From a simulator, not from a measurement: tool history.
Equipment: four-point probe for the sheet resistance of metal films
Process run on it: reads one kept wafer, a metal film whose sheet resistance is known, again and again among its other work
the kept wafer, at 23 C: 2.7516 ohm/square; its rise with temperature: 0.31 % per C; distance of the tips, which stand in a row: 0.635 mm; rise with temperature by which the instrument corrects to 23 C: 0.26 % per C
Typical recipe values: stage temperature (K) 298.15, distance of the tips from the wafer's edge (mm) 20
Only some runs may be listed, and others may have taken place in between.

run   hour  stage temperature (K)  distance of the tips from the wafer's edge (mm)  sheet resistance as the instrument gives it (ohm/square)
  1      0                 298.15                                               20                                                    2.7743
  2    8.1                 298.15                                               17                                                  2.774342
  3   25.8                 298.15                                               20                                                  2.774113
  4   36.6                 298.15                                               20                                                  2.774258
  5     52                 298.15                                               20                                                  2.774839
  6   63.5                 298.15                                                8                                                  2.782429
  7   80.6                 298.15                                                6                                                  2.789911
  8     92                 298.15                                                6                                                  2.789935
  9  105.6                 298.15                                                6                                                  2.790148
 10  119.3                 298.15                                               20                                                  2.775638
 11    127                 298.15                                               20                                                  2.775471
 12  135.4                 291.15                                               20                                                  2.765419
 13    144                 291.15                                               20                                                  2.766063
 14  156.6                 291.15                                               20                                                  2.764743
 15    165                 298.15                                               20                                                  2.774788
 16  178.1                 298.15                                               20                                                  2.775187
 17  196.3                 298.15                                               20                                                  2.776056
 18  207.6                 298.15                                               20                                                  2.775928
 19  225.8                 297.15                                               20                                                  2.773423
 20  236.7                 297.15                                               11                                                  2.778486
 21  252.2                 297.15                                               11                                                  2.777537
     253.5  -- stage's thermometer calibrated
 22  264.8                 307.15                                               11                                                  2.793867
 23  275.9                 307.15                                               11                                                   2.79201
 24  291.7                 293.15                                                9                                                  2.775987
 25  310.1                 293.15                                               13                                                  2.772885
 26  319.6                 291.15                                               10                                                  2.772932
     329.4  -- stage's thermometer calibrated, once more
 27  330.7                 291.15                                               10                                                  2.768178
 28  347.4                 298.15                                                4                                                  2.808798
 29  355.5                 298.15                                                4                                                  2.807857
 30  364.7                 298.15                                                4                                                  2.808858
 31  382.3                 298.15                                               29                                                  2.773225
 32  398.4                 297.15                                               20                                                  2.772385
 33  414.6                 308.15                                               21                                                  2.785979
 34  423.4                 301.15                                                4                                                  2.812795
 35  437.9                 303.15                                               62                                                  2.778829
 36  445.6                 302.15                                               62                                                  2.777625
 37  457.5                 302.15                                               62                                                  2.777236
 38  475.5                 294.15                                               20                                                  2.767785
 39  485.2                 293.15                                                5                                                  2.787322
 40  495.6                 300.15                                               13                                                  2.778115
 41  508.1                 294.15                                               69                                                  2.765394
 42  522.6                 301.15                                                9                                                  2.783387
 43  537.3                 308.15                                               27                                                  2.785739
 44  550.6                 302.15                                                4                                                  2.815069
 45  567.5                 302.15                                               68                                                  2.778914

What if the next run were any one of these 4? Each begins from the tool's condition after run 45:
  A  582.9                 303.15                                                6                                                         ?
  B  582.9                 304.15                                               73                                                         ?
  C  582.9                 306.15                                                4                                                         ?
  D  582.9                 307.15                                               17                                                         ?

run  sheet resistance as the instrument gives it (ohm/square)
  A                                                  2.795107
  B                                                  2.779742
  C                                                  2.820762
  D                                                    2.7864
Stripped of hidden state, with their random variation kept, the same runs would have yielded:
run  sheet resistance as the instrument gives it (ohm/square)
  A                                                  2.777051
  B                                                  2.761781
  C                                                   2.80256
  D                                                  2.768405
